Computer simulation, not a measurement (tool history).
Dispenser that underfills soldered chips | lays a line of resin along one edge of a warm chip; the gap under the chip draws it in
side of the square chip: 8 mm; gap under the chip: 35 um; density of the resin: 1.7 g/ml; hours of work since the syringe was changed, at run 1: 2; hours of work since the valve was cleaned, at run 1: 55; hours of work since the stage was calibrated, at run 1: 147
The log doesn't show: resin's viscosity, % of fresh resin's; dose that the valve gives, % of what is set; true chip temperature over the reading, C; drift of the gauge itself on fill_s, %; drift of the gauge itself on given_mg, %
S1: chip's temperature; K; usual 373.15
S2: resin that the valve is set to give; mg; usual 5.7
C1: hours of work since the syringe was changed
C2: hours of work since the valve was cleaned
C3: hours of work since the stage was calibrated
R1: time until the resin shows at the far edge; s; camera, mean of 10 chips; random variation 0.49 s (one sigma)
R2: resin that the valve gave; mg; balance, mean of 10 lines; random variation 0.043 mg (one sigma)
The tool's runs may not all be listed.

run 1 hour=0 | S1=373.15 S2=5.7 | C1=2 C2=55 C3=147 | R1=44.8 R2=5.57
run 2 hour=8.5 | S1=373.15 S2=5.34 | C1=8 C2=60 C3=153 | R1=60.2 R2=5.2
-- hour=10 new syringe of resin
run 3 hour=13.5 | S1=384.15 S2=5.7 | C1=2 C2=64 C3=156 | R1=27.1 R2=5.54
run 4 hour=20.1 | S1=384.15 S2=5.7 | C1=7 C2=68 C3=160 | R1=34.7 R2=5.55
-- hour=23.4 new syringe of resin
run 5 hour=26.7 | S1=374.15 S2=5.7 | C1=2 C2=72 C3=165 | R1=40.5 R2=5.43
run 6 hour=31.3 | S1=367.15 S2=5.7 | C1=5 C2=75 C3=168 | R1=65.9 R2=5.46
-- hour=37 new syringe of resin
-- hour=38.9 dispensing valve cleaned and set on the balance
run 7 hour=41.5 | S1=367.15 S2=5.7 | C1=2 C2=2 C3=174 | R1=55.2 R2=5.72
run 8 hour=46.1 | S1=367.15 S2=5.7 | C1=5 C2=5 C3=177 | R1=67.6 R2=5.65
-- hour=51.3 new syringe of resin
run 9 hour=52.8 | S1=367.15 S2=5.15 | C1=1 C2=9 C3=181 | R1=52.8 R2=5.03
run 10 hour=60.6 | S1=373.15 S2=5.66 | C1=6 C2=15 C3=186 | R1=54.4 R2=5.65
-- hour=65.2 new syringe of resin
run 11 hour=69.3 | S1=373.15 S2=5.66 | C1=3 C2=20 C3=192 | R1=44.8 R2=5.54
run 12 hour=74.9 | S1=373.15 S2=5.66 | C1=7 C2=24 C3=196 | R1=54.2 R2=5.56
-- hour=78.5 new syringe of resin
run 13 hour=85.6 | S1=358.15 S2=5.7 | C1=5 C2=31 C3=203 | R1=95.2 R2=5.58
run 14 hour=91.1 | S1=358.15 S2=5.7 | C1=9 C2=35 C3=207 | R1=115.8 R2=5.58
-- hour=92.1 new syringe of resin
run 15 hour=96.7 | S1=383.15 S2=5.7 | C1=3 C2=38 C3=210 | R1=29.8 R2=5.54
-- hour=105.7 new syringe of resin
run 16 hour=106 | S1=383.15 S2=5.7 | C1=0 C2=44 C3=216 | R1=25 R2=5.55
run 17 hour=114.9 | S1=383.15 S2=5.7 | C1=6 C2=50 C3=222 | R1=36.3 R2=5.48
-- hour=118.8 new syringe of resin
run 18 hour=123.9 | S1=383.15 S2=5.7 | C1=3 C2=56 C3=228 | R1=31.2 R2=5.5
-- hour=132 new syringe of resin
run 19 hour=134.9 | S1=377.15 S2=7 | C1=2 C2=64 C3=236 | R1=34.3 R2=6.73
run 20 hour=142.2 | S1=359.15 S2=5.7 | C1=7 C2=69 C3=241 | R1=102.7 R2=5.45
-- hour=145.7 new syringe of resin
run 21 hour=147.6 | S1=373.15 S2=7.18 | C1=1 C2=72 C3=244 | R1=40 R2=6.87
run 22 hour=153.8 | S1=373.15 S2=7.18 | C1=5 C2=76 C3=248 | R1=50.8 R2=6.83
-- hour=159.1 new syringe of resin
-- hour=160.1 dispensing valve cleaned and set on the balance
run 23 hour=162.8 | S1=373.15 S2=7.18 | C1=2 C2=2 C3=253 | R1=40.9 R2=7.2
run 24 hour=169.6 | S1=373.15 S2=7.18 | C1=6 C2=6 C3=258 | R1=52.9 R2=7.21
-- hour=173.6 new syringe of resin
run 25 hour=174.8 | S1=385.15 S2=7.22 | C1=1 C2=10 C3=261 | R1=23.4 R2=7.28
run 26 hour=182.3 | S1=371.15 S2=5.14 | C1=6 C2=15 C3=266 | R1=58 R2=5.1
-- hour=187.4 new syringe of resin
run 27 hour=187.5 | S1=371.15 S2=5.14 | C1=0 C2=18 C3=270 | R1=40.6 R2=5.1
run 28 hour=193.4 | S1=373.15 S2=5.35 | C1=4 C2=22 C3=274 | R1=47.2 R2=5.22
-- hour=200.7 new syringe of resin
run 29 hour=201.1 | S1=371.15 S2=4.95 | C1=0 C2=27 C3=279 | R1=42.9 R2=4.92
run 30 hour=208.1 | S1=374.15 S2=5.82 | C1=5 C2=32 C3=283 | R1=48.3 R2=5.74
-- hour=214.4 new syringe of resin
run 31 hour=218.4 | S1=375.15 S2=6.01 | C1=3 C2=39 C3=290 | R1=39.8 R2=5.92
run 32 hour=225 | S1=380.15 S2=5.52 | C1=7 C2=43 C3=295 | R1=42.2 R2=5.39
-- hour=227.8 new syringe of resin
run 33 hour=235.5 | S1=386.15 S2=6.73 | C1=5 C2=50 C3=302 | R1=28 R2=6.51
-- hour=241.4 new syringe of resin
run 34 hour=245.7 | S1=386.15 S2=6.73 | C1=3 C2=57 C3=308 | R1=24.8 R2=6.62
run 35 hour=251.2 | S1=368.15 S2=5.69 | C1=7 C2=61 C3=312 | R1=66.4 R2=5.51
-- hour=255.1 new syringe of resin
run 36 hour=259.7 | S1=371.15 S2=6.73 | C1=3 C2=66 C3=318 | R1=46.4 R2=6.51

How the hidden state differs across the entries between the runs, from the last listed run before each to the first after it:
Between runs 2 and 3: new syringe of resin (hour 10)
  resin's viscosity, % of fresh resin's: 159.7 -> 113.4; dose that the valve gives, % of what is set: 97.38 -> 97.19; true chip temperature over the reading, C: 0.56 -> 0.57
  measured less the result without the state, R1: +21.9 -> +2.8 s; R2: -0.14 -> -0.16 mg
Between runs 4 and 5: new syringe of resin (hour 23.4)
  resin's viscosity, % of fresh resin's: 147.1 -> 112.4; dose that the valve gives, % of what is set: 96.94 -> 96.72; true chip temperature over the reading, C: 0.59 -> 0.6
  measured less the result without the state, R1: +10.9 -> +3.8 s; R2: -0.17 -> -0.19 mg
Between runs 6 and 7: new syringe of resin (hour 37); dispensing valve cleaned and set on the balance (hour 38.9)
  resin's viscosity, % of fresh resin's: 134.8 -> 115.7; dose that the valve gives, % of what is set: 96.54 -> 99.69; true chip temperature over the reading, C: 0.61 -> 0.63
  measured less the result without the state, R1: +16 -> +6.2 s; R2: -0.2 -> -0.02 mg
Between runs 8 and 9: new syringe of resin (hour 51.3)
  resin's viscosity, % of fresh resin's: 138.9 -> 105.7; dose that the valve gives, % of what is set: 99.51 -> 99.27; true chip temperature over the reading, C: 0.64 -> 0.65
  measured less the result without the state, R1: +17.7 -> +1.5 s; R2: -0.03 -> -0.03 mg
Between runs 10 and 11: new syringe of resin (hour 65.2)
  resin's viscosity, % of fresh resin's: 143.9 -> 117; dose that the valve gives, % of what is set: 98.98 -> 98.62; true chip temperature over the reading, C: 0.67 -> 0.68
  measured less the result without the state, R1: +15.5 -> +5.5 s; R2: -0.06 -> -0.08 mg
Between runs 12 and 13: new syringe of resin (hour 78.5)
  resin's viscosity, % of fresh resin's: 145.8 -> 131.8; dose that the valve gives, % of what is set: 98.42 -> 98.05; true chip temperature over the reading, C: 0.7 -> 0.72
  measured less the result without the state, R1: +16.1 -> +20.8 s; R2: -0.09 -> -0.11 mg
Between runs 14 and 15: new syringe of resin (hour 92.1)
  resin's viscosity, % of fresh resin's: 163.6 -> 119.3; dose that the valve gives, % of what is set: 97.83 -> 97.65; true chip temperature over the reading, C: 0.73 -> 0.74
  measured less the result without the state, R1: +42.9 -> +4.1 s; R2: -0.13 -> -0.13 mg
Between runs 15 and 16: new syringe of resin (hour 105.7)
  resin's viscosity, % of fresh resin's: 119.3 -> 101.8; dose that the valve gives, % of what is set: 97.65 -> 97.33; true chip temperature over the reading, C: 0.74 -> 0.76
  measured less the result without the state, R1: +4.1 -> -0.2 s; R2: -0.13 -> -0.15 mg
Between runs 17 and 18: new syringe of resin (hour 118.8)
  resin's viscosity, % of fresh resin's: 144 -> 123.4; dose that the valve gives, % of what is set: 97.01 -> 96.69; true chip temperature over the reading, C: 0.78 -> 0.8
  measured less the result without the state, R1: +10.4 -> +5.2 s; R2: -0.17 -> -0.19 mg
Between runs 18 and 19: new syringe of resin (hour 132)
  resin's viscosity, % of fresh resin's: 123.4 -> 111.5; dose that the valve gives, % of what is set: 96.69 -> 96.25; true chip temperature over the reading, C: 0.8 -> 0.82
  measured less the result without the state, R1: +5.2 -> +2.5 s; R2: -0.19 -> -0.27 mg
Between runs 20 and 21: new syringe of resin (hour 145.7)
  resin's viscosity, % of fresh resin's: 148.5 -> 108.8; dose that the valve gives, % of what is set: 95.98 -> 95.8; true chip temperature over the reading, C: 0.83 -> 0.84
  measured less the result without the state, R1: +31.4 -> +2 s; R2: -0.23 -> -0.31 mg
Between runs 22 and 23: new syringe of resin (hour 159.1); dispensing valve cleaned and set on the balance (hour 160.1)
  resin's viscosity, % of fresh resin's: 138.9 -> 111.5; dose that the valve gives, % of what is set: 95.56 -> 100.09; true chip temperature over the reading, C: 0.86 -> 0.87
  measured less the result without the state, R1: +13 -> +2.9 s; R2: -0.32 -> +0 mg
Between runs 24 and 25: new syringe of resin (hour 173.6)
  resin's viscosity, % of fresh resin's: 145.5 -> 105.6; dose that the valve gives, % of what is set: 99.85 -> 99.67; true chip temperature over the reading, C: 0.88 -> 0.89
  measured less the result without the state, R1: +15.3 -> +0.4 s; R2: -0.01 -> -0.02 mg
Between runs 26 and 27: new syringe of resin (hour 187.4)
  resin's viscosity, % of fresh resin's: 141.9 -> 100.1; dose that the valve gives, % of what is set: 99.37 -> 99.18; true chip temperature over the reading, C: 0.91 -> 0.92
  measured less the result without the state, R1: +15.7 -> -1.5 s; R2: -0.04 -> -0.05 mg
Between runs 28 and 29: new syringe of resin (hour 200.7)
  resin's viscosity, % of fresh resin's: 126.4 -> 102.6; dose that the valve gives, % of what is set: 98.97 -> 98.69; true chip temperature over the reading, C: 0.93 -> 0.95
  measured less the result without the state, R1: +8.4 -> -0.5 s; R2: -0.06 -> -0.06 mg
Between runs 30 and 31: new syringe of resin (hour 214.4)
  resin's viscosity, % of fresh resin's: 135.1 -> 117; dose that the valve gives, % of what is set: 98.44 -> 98.04; true chip temperature over the reading, C: 0.96 -> 0.98
  measured less the result without the state, R1: +11.1 -> +4.5 s; R2: -0.09 -> -0.12 mg
Between runs 32 and 33: new syringe of resin (hour 227.8)
  resin's viscosity, % of fresh resin's: 151.9 -> 133.8; dose that the valve gives, % of what is set: 97.78 -> 97.4; true chip temperature over the reading, C: 1 -> 1.02
  measured less the result without the state, R1: +13.4 -> +6.3 s; R2: -0.13 -> -0.18 mg
Between runs 33 and 34: new syringe of resin (hour 241.4)
  resin's viscosity, % of fresh resin's: 133.8 -> 118.1; dose that the valve gives, % of what is set: 97.4 -> 97.05; true chip temperature over the reading, C: 1.02 -> 1.04
  measured less the result without the state, R1: +6.3 -> +3 s; R2: -0.18 -> -0.2 mg
Between runs 35 and 36: new syringe of resin (hour 255.1)
  resin's viscosity, % of fresh resin's: 146.9 -> 119.6; dose that the valve gives, % of what is set: 96.85 -> 96.53; true chip temperature over the reading, C: 1.05 -> 1.07
  measured less the result without the state, R1: +19.5 -> +5.9 s; R2: -0.18 -> -0.24 mg

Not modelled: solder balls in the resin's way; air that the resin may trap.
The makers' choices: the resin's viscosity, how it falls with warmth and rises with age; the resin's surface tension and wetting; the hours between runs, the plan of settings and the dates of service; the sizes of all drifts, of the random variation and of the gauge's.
